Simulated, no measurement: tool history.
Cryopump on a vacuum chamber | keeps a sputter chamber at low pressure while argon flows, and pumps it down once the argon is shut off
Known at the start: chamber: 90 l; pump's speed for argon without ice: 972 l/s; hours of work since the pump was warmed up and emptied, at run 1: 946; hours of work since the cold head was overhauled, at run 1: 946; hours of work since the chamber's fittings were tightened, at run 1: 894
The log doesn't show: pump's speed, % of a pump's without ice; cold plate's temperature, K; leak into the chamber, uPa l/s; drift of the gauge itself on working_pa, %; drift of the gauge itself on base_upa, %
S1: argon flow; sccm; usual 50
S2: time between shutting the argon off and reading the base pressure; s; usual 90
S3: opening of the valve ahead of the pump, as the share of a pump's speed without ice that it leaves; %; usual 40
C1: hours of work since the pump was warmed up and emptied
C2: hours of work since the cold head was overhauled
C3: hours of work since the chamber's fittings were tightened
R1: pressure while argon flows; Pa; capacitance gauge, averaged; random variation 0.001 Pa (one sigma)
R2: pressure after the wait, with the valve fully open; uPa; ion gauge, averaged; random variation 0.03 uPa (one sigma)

Run 1, hour 0.0: usual settings; C1 946; C2 946; C3 894. Result: R1 0.2477 Pa, R2 4.16 uPa.
Run 2, hour 66.6: usual settings but S1 27 sccm; C1 978; C2 978; C3 926. Result: R1 0.1338 Pa, R2 4.34 uPa.
Run 3, hour 142.8: usual settings but S1 27 sccm; C1 1014; C2 1014; C3 962. Result: R1 0.1336 Pa, R2 4.44 uPa.
At hour 159.8: pump warmed up, emptied and cooled again.
Run 4, hour 241.4: usual settings but S1 27 sccm; C1 39; C2 1058; C3 1006. Result: R1 0.1189 Pa, R2 3.74 uPa.
Run 5, hour 342.8: usual settings but S1 64 sccm; C1 87; C2 1106; C3 1054. Result: R1 0.2826 Pa, R2 3.90 uPa.
Run 6, hour 437.4: usual settings but S2 104 s; C1 132; C2 1151; C3 1099. Result: R1 0.2231 Pa, R2 3.74 uPa.
Run 7, hour 484.9: usual settings but S1 26 sccm; C1 154; C2 1174; C3 1121. Result: R1 0.1159 Pa, R2 4.08 uPa.
Run 8, hour 555.2: usual settings but S1 26 sccm; C1 188; C2 1207; C3 1155. Result: R1 0.1158 Pa, R2 4.12 uPa.
Run 9, hour 663.5: usual settings but S1 26 sccm; C1 239; C2 1258; C3 1206. Result: R1 0.1174 Pa, R2 4.28 uPa.
Run 10, hour 736.3: usual settings but S1 77 sccm, S2 94 s, S3 16 %; C1 273; C2 1293; C3 1241. Result: R1 0.8448 Pa, R2 4.43 uPa.
Run 11, hour 801.5: usual settings but S1 48 sccm, S2 189 s, S3 29 %; C1 304; C2 1324; C3 1272. Result: R1 0.2981 Pa, R2 3.93 uPa.

How the hidden state differs across the entries between the runs, from the last listed run before each to the first after it:
Between runs 3 and 4: pump warmed up, emptied and cooled again (hour 159.8)
  pump's speed, % of a pump's without ice: 74.8 -> 98.7; cold plate's temperature, K: 12.96 -> 13; leak into the chamber, uPa l/s: 2323 -> 2405
  measured less the result without the state, R1: +0.0170 -> +0.0016 Pa; R2: +2.95 -> +2.26 uPa
